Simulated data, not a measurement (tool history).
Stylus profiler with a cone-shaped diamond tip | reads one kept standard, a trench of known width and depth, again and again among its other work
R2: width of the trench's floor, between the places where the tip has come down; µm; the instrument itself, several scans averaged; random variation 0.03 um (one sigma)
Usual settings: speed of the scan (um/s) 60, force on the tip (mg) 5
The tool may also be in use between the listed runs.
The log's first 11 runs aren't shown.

{"run": 12, "day": 9.842, "speed of the scan (um/s)": 60, "force on the tip (mg)": 2.62, "depth of the trench (Å)": 2028.7, "R2": 46.83}
{"run": 13, "day": 10.492, "speed of the scan (um/s)": 60, "force on the tip (mg)": 2.62, "depth of the trench (Å)": 2028.7, "R2": 46.74}
{"run": 14, "day": 11.262, "speed of the scan (um/s)": 60, "force on the tip (mg)": 2.62, "depth of the trench (Å)": 2028.6, "R2": 46.77}
{"run": 15, "day": 11.779, "speed of the scan (um/s)": 60, "force on the tip (mg)": 2.62, "depth of the trench (Å)": 2028.9, "R2": 46.74}
{"run": 16, "day": 12.671, "speed of the scan (um/s)": 60, "force on the tip (mg)": 3.8, "depth of the trench (Å)": 2036.5, "R2": 46.76}
{"run": 17, "day": 13.396, "speed of the scan (um/s)": 60, "force on the tip (mg)": 3.8, "depth of the trench (Å)": 2036.6, "R2": 46.78}
{"run": 18, "day": 13.933, "speed of the scan (um/s)": 60, "force on the tip (mg)": 8.89, "depth of the trench (Å)": 2063.5, "R2": 46.81}
{"run": 19, "day": 14.554, "speed of the scan (um/s)": 60, "force on the tip (mg)": 8.89, "depth of the trench (Å)": 2063.6, "R2": 46.82}
{"day": 14.775, "done": "height scale calibrated on a step standard, once more"}
{"run": 20, "day": 15.392, "speed of the scan (um/s)": 43, "force on the tip (mg)": 7.35, "depth of the trench (Å)": 2055.5, "R2": 46.86}
{"run": 21, "day": 16.362, "speed of the scan (um/s)": 179, "force on the tip (mg)": 10.29, "depth of the trench (Å)": 2069.3, "R2": 46.59}
{"run": 22, "day": 17.208, "speed of the scan (um/s)": 179, "force on the tip (mg)": 10.29, "depth of the trench (Å)": 2069.3, "R2": 46.61}
{"run": 23, "day": 17.825, "speed of the scan (um/s)": 37, "force on the tip (mg)": 2.09, "depth of the trench (Å)": 2024.2, "R2": 46.75}
{"run": 24, "day": 18.342, "speed of the scan (um/s)": 17, "force on the tip (mg)": 5, "depth of the trench (Å)": 2042.9, "R2": 46.81}
{"run": 25, "day": 19.167, "speed of the scan (um/s)": 140, "force on the tip (mg)": 6.24, "depth of the trench (Å)": 2049.9, "R2": 46.63}
{"run": 26, "day": 19.754, "speed of the scan (um/s)": 140, "force on the tip (mg)": 6.24, "depth of the trench (Å)": 2049.7, "R2": 46.57}
{"run": 27, "day": 20.383, "speed of the scan (um/s)": 77, "force on the tip (mg)": 11.18, "depth of the trench (Å)": 2073.5, "R2": 46.7}
{"run": 28, "day": 21.058, "speed of the scan (um/s)": 20, "force on the tip (mg)": 2.63, "depth of the trench (Å)": 2028.6, "R2": 46.79}
{"run": 29, "day": 21.621, "speed of the scan (um/s)": 232, "force on the tip (mg)": 3.59, "depth of the trench (Å)": 2034.9, "R2": 46.31}
{"run": 30, "day": 22.35, "speed of the scan (um/s)": 232, "force on the tip (mg)": 3.59, "depth of the trench (Å)": 2035, "R2": 46.3}
{"run": 31, "day": 23.029, "speed of the scan (um/s)": 232, "force on the tip (mg)": 3.59, "depth of the trench (Å)": 2035, "R2": 46.33}

4 ways to go on from here, each from the tool as it stands after run 31. What would each give?
{"run": "A", "day": 24.212, "speed of the scan (um/s)": 59, "force on the tip (mg)": 5.72, "depth of the trench (Å)": "?", "R2": "?"}
{"run": "B", "day": 24.212, "speed of the scan (um/s)": 46, "force on the tip (mg)": 11.96, "depth of the trench (Å)": "?", "R2": "?"}
{"run": "C", "day": 24.212, "speed of the scan (um/s)": 62, "force on the tip (mg)": 1.83, "depth of the trench (Å)": "?", "R2": "?"}
{"run": "D", "day": 24.212, "speed of the scan (um/s)": 60, "force on the tip (mg)": 2.94, "depth of the trench (Å)": "?", "R2": "?"}

run=A depth_of_the_trench_(Å)=2047.3 R2=46.63
run=B depth_of_the_trench_(Å)=2076.9 R2=46.74
run=C depth_of_the_trench_(Å)=2023 R2=46.61
run=D depth_of_the_trench_(Å)=2030.5 R2=46.57
Without the tool's hidden state the same runs would have given:
run=A depth_of_the_trench_(Å)=2046.1 R2=47.06
run=B depth_of_the_trench_(Å)=2075.6 R2=47.18
run=C depth_of_the_trench_(Å)=2021.8 R2=47.04
run=D depth_of_the_trench_(Å)=2029.3 R2=47.01
